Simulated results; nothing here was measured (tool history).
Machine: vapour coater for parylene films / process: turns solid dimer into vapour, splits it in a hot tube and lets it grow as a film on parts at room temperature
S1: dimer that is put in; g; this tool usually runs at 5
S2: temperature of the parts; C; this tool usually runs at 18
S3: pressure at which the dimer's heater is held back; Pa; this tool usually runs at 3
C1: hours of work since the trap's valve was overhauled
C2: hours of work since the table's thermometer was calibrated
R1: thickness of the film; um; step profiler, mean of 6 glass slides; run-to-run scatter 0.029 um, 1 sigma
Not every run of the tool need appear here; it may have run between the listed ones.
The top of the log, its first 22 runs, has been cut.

run	hour	S1	S2	S3	C1	C2	R1
23	1333.3	6	18	3	453	1677	2.97
24	1401	6	18	3	505	1730	2.92
25	1479.4	9	28	3	565	1790	2.88
26	1563.8	4	28	7.01	631	1855	1.02
# hour 1607.6: trap's valve overhauled
27	1616.1	4	28	7.01	7	1892	1.1
28	1695.2	8	13	3	68	1953	5.08
29	1765.2	4	17	3	122	2007	2.19
30	1808	5	11	7.31	155	2041	2.74
31	1853.9	5	11	7.31	190	2076	2.66
32	1936.3	5	16	6.29	254	2140	2.27
33	2019.1	5	16	6.29	318	2203	2.27
34	2103.2	5	16	6.29	382	2268	2.24
# hour 2149.9: table's thermometer calibrated
35	2176.1	6	19	3.05	438	20	2.84
36	2227.2	5	18	11.93	477	60	1.71
37	2294.2	5	30	11.93	529	111	1.02
38	2372.3	9	11	3.72	589	172	5.56
39	2455.1	5	18	6.78	653	235	1.92
# hour 2471.8: trap's valve overhauled
40	2525.1	8	18	2.56	41	286	4.33
41	2587.6	6	18	2.56	89	335	3.25
42	2627.4	4	11	3	120	365	2.74
43	2696.9	6	27	10.1	174	419	1.59
44	2732	6	27	10.1	201	446	1.55
45	2772.2	6	27	10.1	232	477	1.59

Consider 5 possible next runs. They are alternatives, not a sequence: every one starts from the tool as it was left by run 45. What does each give?
A	2814	5	21	2.54	264	509	?
B	2814	4	27	3.73	264	509	?
C	2814	9	26	8.16	264	509	?
D	2814	3	24	4.53	264	509	?
E	2814	2	16	2.04	264	509	?

run	R1
A	2.36
B	1.35
C	2.57
D	1.07
E	1.22
Take away the tool's hidden state, keep each run's random variation, and the runs would have read:
run	R1
A	2.48
B	1.42
C	2.7
D	1.12
E	1.28
